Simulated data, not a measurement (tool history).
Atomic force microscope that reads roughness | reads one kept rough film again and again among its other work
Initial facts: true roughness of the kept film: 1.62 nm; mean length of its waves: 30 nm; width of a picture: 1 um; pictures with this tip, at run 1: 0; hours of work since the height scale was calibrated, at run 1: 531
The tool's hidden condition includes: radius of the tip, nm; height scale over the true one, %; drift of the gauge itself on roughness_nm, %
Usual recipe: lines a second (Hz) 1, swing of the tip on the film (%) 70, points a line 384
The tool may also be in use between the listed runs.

run,hour,lines a second (Hz),swing of the tip on the film (%),points a line,pictures with this tip,hours of work since the height scale was calibrated,roughness of the kept film (nm (root mean square))
1,0,1,70,384,0,531,1.471
2,27.7,1,70,384,45,546,1.455
3,45.8,1.02,70,384,73,556,1.453
4,77,1.23,70,384,123,573,1.408
5,89.7,1,70,384,143,580,1.411
6,121.3,1,70,384,194,597,1.392
7,135.6,1,70,384,217,604,1.37
8,164.1,1,70,384,262,620,1.356
9,195.2,1,70,1015,312,636,1.334
10,221,1,70,1015,353,650,1.317
# hour 231.2: new tip fitted
11,241.2,0.74,70,384,16,661,1.48
12,260,0.74,70,384,46,671,1.457
13,278,0.74,70,384,74,680,1.447
14,302.2,1,70,384,113,693,1.419
15,331.9,1,70,384,160,709,1.391
16,346.4,1,70,384,184,717,1.378
17,366.3,1,70,384,215,728,1.366
18,384,1,70,384,244,737,1.358
19,405.4,1,66,384,278,749,1.344
20,421.5,1,66,384,304,757,1.341
21,450.8,1,66,384,350,773,1.312
# hour 465.5: new tip fitted
22,478.5,1,66,384,21,788,1.477
23,507,1,70,384,66,803,1.44
24,522.3,1,70,384,91,811,1.434
25,552.7,1,70,384,139,828,1.407
26,571.5,1,70,384,169,838,1.39
27,589.6,1.8,70,384,198,847,1.335
# hour 593.3: height scale calibrated on a step standard
28,608.5,1.79,78,375,227,8,1.306
29,630.5,1.27,61,782,262,20,1.352
30,658.3,2.51,72,564,306,35,1.273
# hour 669.5: height scale calibrated on a step standard, once more
31,678.7,0.68,87,542,337,5,1.306
32,692.4,0.68,87,542,359,12,1.29
# hour 700.4: new tip fitted
33,713.6,1.31,70,259,21,23,1.467
34,731.5,1.47,70,259,50,33,1.416
35,762.5,0.76,76,1012,99,50,1.444
36,782.1,0.76,76,1012,131,60,1.426
37,802.5,1.31,76,800,163,71,1.393
38,818.5,3.34,70,384,189,80,1.324
39,831.5,3.34,70,384,209,87,1.312
40,851.5,3.34,70,384,241,97,1.297
41,867.1,1,78,565,266,106,1.352
42,883.5,3.94,60,958,292,115,1.32
43,901.8,1.81,63,604,322,124,1.336
44,927.4,2.38,63,312,363,138,1.299
# hour 932.7: new tip fitted
45,942.3,0.81,84,292,16,146,1.437
46,971.5,0.81,84,292,62,162,1.417
47,1000.7,0.81,84,292,109,177,1.404
48,1021.5,3.62,65,882,142,188,1.367
49,1038.4,3.62,59,882,169,197,1.371

3 ways to go on from here, each from the tool as it stands after run 49. What would each give?
A,1067.4,1.22,89,882,215,213,?
B,1067.4,3.13,81,407,215,213,?
C,1067.4,2.62,83,626,215,213,?

run,roughness of the kept film (nm (root mean square))
A,1.317
B,1.242
C,1.25
The same runs, with their run-to-run variation unchanged, on a tool lacking any hidden condition would have given:
run,roughness of the kept film (nm (root mean square))
A,1.435
B,1.353
C,1.362
